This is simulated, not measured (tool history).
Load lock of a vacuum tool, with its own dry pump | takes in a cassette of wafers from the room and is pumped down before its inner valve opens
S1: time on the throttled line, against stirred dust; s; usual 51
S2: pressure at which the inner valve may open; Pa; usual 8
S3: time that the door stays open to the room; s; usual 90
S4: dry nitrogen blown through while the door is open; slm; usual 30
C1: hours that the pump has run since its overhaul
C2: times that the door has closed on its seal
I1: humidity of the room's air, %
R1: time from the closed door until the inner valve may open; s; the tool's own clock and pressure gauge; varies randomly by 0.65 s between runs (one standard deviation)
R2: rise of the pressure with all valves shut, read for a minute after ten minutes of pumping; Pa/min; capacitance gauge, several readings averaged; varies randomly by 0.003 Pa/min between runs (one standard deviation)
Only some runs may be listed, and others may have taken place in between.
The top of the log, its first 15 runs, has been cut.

Run 16, hour 4022.8: usual settings but S2 7 Pa; C1 17301; C2 38594; I1 43.4. Result: R1 108.5 s, R2 0.293 Pa/min.
Run 17, hour 4344.5: usual settings but S2 7 Pa; C1 17623; C2 39616; I1 43.4. Result: R1 108.4 s, R2 0.307 Pa/min.
Run 18, hour 4668.9: usual settings but S3 141 s; C1 17947; C2 40646; I1 43.1. Result: R1 108.1 s, R2 0.311 Pa/min.
Run 19, hour 4837.5: usual settings but S1 35 s, S2 11 Pa, S3 96 s, S4 5 slm; C1 18116; C2 41182; I1 47.4. Result: R1 93.7 s, R2 0.35 Pa/min.
Run 20, hour 5074.6: usual settings but S1 93 s, S2 11 Pa, S3 96 s, S4 5 slm; C1 18353; C2 41935; I1 45.3. Result: R1 136.4 s, R2 0.353 Pa/min.
Run 21, hour 5307: usual settings but S2 6 Pa, S3 26 s, S4 14 slm; C1 18585; C2 42673; I1 41.4. Result: R1 111.4 s, R2 0.33 Pa/min.
Run 22, hour 5499.3: usual settings but S3 64 s; C1 18777; C2 43284; I1 45.3. Result: R1 108.2 s, R2 0.345 Pa/min.
Run 23, hour 5881.7: usual settings; C1 19160; C2 44499; I1 46. Result: R1 109.6 s, R2 0.362 Pa/min.
Run 24, hour 6220.5: usual settings; C1 19499; C2 45575; I1 44.7. Result: R1 109.5 s, R2 0.382 Pa/min.
Run 25, hour 6443.2: usual settings but S2 7 Pa, S4 12 slm; C1 19721; C2 46282; I1 45.7. Result: R1 110.3 s, R2 0.406 Pa/min.
Run 26, hour 6629.3: usual settings but S1 81 s, S3 170 s, S4 35 slm; C1 19907; C2 46874; I1 42.7. Result: R1 128.8 s, R2 0.401 Pa/min.
Run 27, hour 6927.5: usual settings but S1 79 s, S3 211 s, S4 8 slm; C1 20206; C2 47821; I1 44. Result: R1 132 s, R2 0.432 Pa/min.
At hour 7038.1: dry pump taken out, an overhauled one fitted.
Run 28, hour 7104.7: usual settings but S1 79 s, S3 211 s, S4 8 slm; C1 67; C2 48365; I1 46.5. Result: R1 116.2 s, R2 0.437 Pa/min.
Run 29, hour 7412.6: usual settings but S1 33 s, S3 93 s; C1 374; C2 49343; I1 43.7. Result: R1 82.2 s, R2 0.43 Pa/min.
Run 30, hour 7662.7: usual settings but S1 47 s, S2 9 Pa, S3 212 s; C1 625; C2 50137; I1 45.3. Result: R1 93.7 s, R2 0.453 Pa/min.
Run 31, hour 7898.8: usual settings but S1 75 s, S2 9 Pa, S4 19 slm; C1 861; C2 50887; I1 44. Result: R1 115.2 s, R2 0.457 Pa/min.
Run 32, hour 8123.2: usual settings but S1 75 s, S2 9 Pa, S4 19 slm; C1 1085; C2 51600; I1 46.2. Result: R1 114.1 s, R2 0.472 Pa/min.
Run 33, hour 8334.6: usual settings but S1 86 s, S2 16 Pa, S3 64 s, S4 28 slm; C1 1296; C2 52271; I1 44.9. Result: R1 118.2 s, R2 0.474 Pa/min.
At hour 8579.1: door's seal changed, seat wiped.
Run 34, hour 8707.8: usual settings but S2 11 Pa, S3 36 s; C1 1668; C2 409; I1 43.7. Result: R1 95 s, R2 0.012 Pa/min.
Run 35, hour 9061: usual settings but S1 35 s, S3 81 s, S4 26 slm; C1 2021; C2 1531; I1 46.1. Result: R1 84.6 s, R2 0.016 Pa/min.
Run 36, hour 9224.9: usual settings but S1 69 s, S2 7 Pa, S3 125 s, S4 40 slm; C1 2185; C2 2051; I1 43.7. Result: R1 113.5 s, R2 0.018 Pa/min.

Forecast each of these 5 alternatives for the next run:
Run A, hour 9478: usual settings but S1 98 s, S2 7 Pa, S3 46 s, S4 40 slm; C1 2438; C2 2856; I1 43.5. Result: R1 ?, R2 ?.
Run B, hour 9478: usual settings but S1 28 s, S2 6 Pa, S3 192 s, S4 40 slm; C1 2438; C2 2856; I1 43.5. Result: R1 ?, R2 ?.
Run C, hour 9478: usual settings but S4 13 slm; C1 2438; C2 2856; I1 47.3. Result: R1 ?, R2 ?.
Run D, hour 9478: usual settings but S1 69 s, S2 14 Pa, S3 29 s, S4 5 slm; C1 2438; C2 2856; I1 45.7. Result: R1 ?, R2 ?.
Run E, hour 9478: usual settings but S1 30 s, S3 27 s; C1 2438; C2 2856; I1 43.3. Result: R1 ?, R2 ?.

run     R1     R2
  A  134.6  0.023
  B   81.7  0.027
  C   96.7  0.025
  D  107.6   0.03
  E   80.6  0.016
The same runs, with their run-to-run variation unchanged, on a tool lacking any hidden condition would have given:
run     R1     R2
  A  133.4  0.014
  B   79.9  0.018
  C     95  0.017
  D  106.3  0.021
  E   78.9  0.007
